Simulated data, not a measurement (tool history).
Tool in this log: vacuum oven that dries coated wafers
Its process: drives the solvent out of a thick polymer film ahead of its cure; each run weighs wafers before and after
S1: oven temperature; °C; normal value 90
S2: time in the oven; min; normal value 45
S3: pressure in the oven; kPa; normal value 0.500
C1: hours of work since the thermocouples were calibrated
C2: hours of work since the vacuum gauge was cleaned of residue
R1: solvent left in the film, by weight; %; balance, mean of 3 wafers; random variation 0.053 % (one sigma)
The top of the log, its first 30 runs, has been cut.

run	hour	S1	S2	S3	C1	C2	R1
31	817.5	86	45	1.267	758	1545	3.32
32	857.5	82	45	0.362	789	1576	3.45
33	879.0	87	45	0.829	805	1593	2.64
34	906.4	90	62	1.059	827	1614	1.61
35	935.3	101	37	1.021	849	1636	1.14
36	975.3	90	24	0.500	880	1667	4.23
37	1002.7	77	30	0.500	901	1689	7.36
38	1020.4	96	26	0.853	915	1702	2.61

Forecast each of these 4 alternatives for the next run:
A	1058.4	90	45	0.423	944	1732	?
B	1058.4	92	24	0.651	944	1732	?
C	1058.4	102	37	0.927	944	1732	?
D	1058.4	90	61	0.389	944	1732	?

run	R1
A	1.67
B	3.75
C	0.93
D	1.01
Without the tool's unlogged condition, the same runs would have read:
run	R1
A	1.56
B	3.72
C	0.84
D	0.86
